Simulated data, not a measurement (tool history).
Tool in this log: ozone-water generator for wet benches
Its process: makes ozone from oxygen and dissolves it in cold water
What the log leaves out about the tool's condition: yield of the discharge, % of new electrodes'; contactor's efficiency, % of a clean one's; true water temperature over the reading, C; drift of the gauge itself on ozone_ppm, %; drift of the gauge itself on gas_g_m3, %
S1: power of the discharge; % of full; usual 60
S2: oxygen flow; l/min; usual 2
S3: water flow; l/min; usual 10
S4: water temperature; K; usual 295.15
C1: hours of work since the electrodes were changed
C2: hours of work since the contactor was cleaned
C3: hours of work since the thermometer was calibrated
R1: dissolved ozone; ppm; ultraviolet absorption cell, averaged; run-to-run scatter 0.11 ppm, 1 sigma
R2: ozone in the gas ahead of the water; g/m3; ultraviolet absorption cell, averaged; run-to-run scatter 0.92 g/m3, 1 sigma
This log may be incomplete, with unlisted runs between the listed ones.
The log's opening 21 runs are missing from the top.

| run | hour | S1 | S2 | S3 | S4 | C1 | C2 | C3 | R1 | R2 |
|---|---|---|---|---|---|---|---|---|---|---|
| 22 | 710.7 | 50 | 1.27 | 10 | 292.15 | 926 | 272 | 3701 | 10 | 162.6 |
| 23 | 746.5 | 50 | 1.27 | 10 | 292.15 | 959 | 305 | 3734 | 9.9 | 163 |
| 24 | 779 | 50 | 1.27 | 10 | 292.15 | 989 | 335 | 3764 | 10 | 162.6 |
| 25 | 805.9 | 64 | 1.68 | 8 | 293.15 | 1014 | 360 | 3789 | 15.1 | 168.9 |
| 26 | 849.5 | 95 | 2 | 6 | 289.15 | 1054 | 400 | 3829 | 25.9 | 198.1 |
| 27 | 883.1 | 40 | 2 | 6 | 291.15 | 1085 | 431 | 3860 | 15 | 118.3 |
| 28 | 925.2 | 40 | 2 | 6 | 291.15 | 1124 | 470 | 3899 | 15 | 117.5 |
| 29 | 962.9 | 40 | 2 | 6 | 291.15 | 1159 | 505 | 3934 | 15 | 118.1 |
| 30 | 983.4 | 40 | 2 | 10 | 296.15 | 1178 | 524 | 3953 | 9.1 | 119.1 |
| 31 | 1029.1 | 40 | 2 | 10 | 296.15 | 1220 | 566 | 3995 | 9.2 | 118.3 |
| 32 | 1055.5 | 40 | 2 | 10 | 296.15 | 1244 | 590 | 4019 | 9.4 | 119.9 |
| 33 | 1094.4 | 40 | 2 | 10 | 296.15 | 1280 | 626 | 4055 | 9.2 | 117.1 |

Each row is a separate what-if for the run after 33, all from the same tool condition, not one after another. Results?
| A | 1134.6 | 48 | 2.4 | 10 | 290.15 | 1317 | 663 | 4092 | ? | ? |
| B | 1134.6 | 65 | 2 | 14 | 295.15 | 1317 | 663 | 4092 | ? | ? |
| C | 1134.6 | 60 | 1.98 | 10 | 295.15 | 1317 | 663 | 4092 | ? | ? |

| run | R1 | R2 |
|---|---|---|
| A | 11.5 | 122.8 |
| B | 9 | 160 |
| C | 11.7 | 151.6 |
Without the tool's hidden state the same runs would have given:
| run | R1 | R2 |
|---|---|---|
| A | 11.9 | 125.5 |
| B | 9.4 | 164.4 |
| C | 12.2 | 155.5 |
